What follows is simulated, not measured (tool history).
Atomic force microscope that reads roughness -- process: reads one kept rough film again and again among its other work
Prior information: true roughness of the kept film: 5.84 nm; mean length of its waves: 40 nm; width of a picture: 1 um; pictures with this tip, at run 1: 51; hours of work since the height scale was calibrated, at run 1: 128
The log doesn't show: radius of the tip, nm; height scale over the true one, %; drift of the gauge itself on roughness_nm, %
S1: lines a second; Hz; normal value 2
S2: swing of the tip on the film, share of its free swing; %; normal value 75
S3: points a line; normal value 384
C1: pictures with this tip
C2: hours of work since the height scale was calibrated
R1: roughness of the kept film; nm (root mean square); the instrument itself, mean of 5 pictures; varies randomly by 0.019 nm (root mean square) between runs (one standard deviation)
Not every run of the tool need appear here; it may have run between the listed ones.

run	day	S1	S2	S3	C1	C2	R1
1	0	2	75	384	51	128	4.297
2	1.425	2	75	384	95	145	4.03
3	2.425	2	75	384	127	156	3.893
4	3.271	2	75	384	153	166	3.785
# day 4.062: new tip fitted
5	4.062	2	75	384	0	175	4.676
6	4.988	2	75	384	29	186	4.44
7	6.183	2	83	384	66	199	3.944
8	6.992	2	83	384	91	209	3.786
9	8.221	2	83	384	130	223	3.622
10	9.096	2	83	923	157	233	3.515
# day 9.792: new tip fitted
11	10.067	2	83	923	9	244	4.325
12	11.467	2	75	384	52	260	4.317
13	13.283	3.88	56	343	109	281	4.238
14	14.083	2	81	381	134	291	3.683
15	15	2.01	81	381	162	301	3.549
# day 15.525: new tip fitted
16	16.108	1.61	64	381	18	314	4.856
17	17.262	0.98	79	672	54	327	4.521

Predict the results of run 18:
18	19.083	2.76	79	554	111	348	?

Run 18 yielded R1 3.599 nm (root mean square).
With the hidden condition absent and the run-to-run variation left alone, this run would have shown R1 4.254 nm (root mean square).
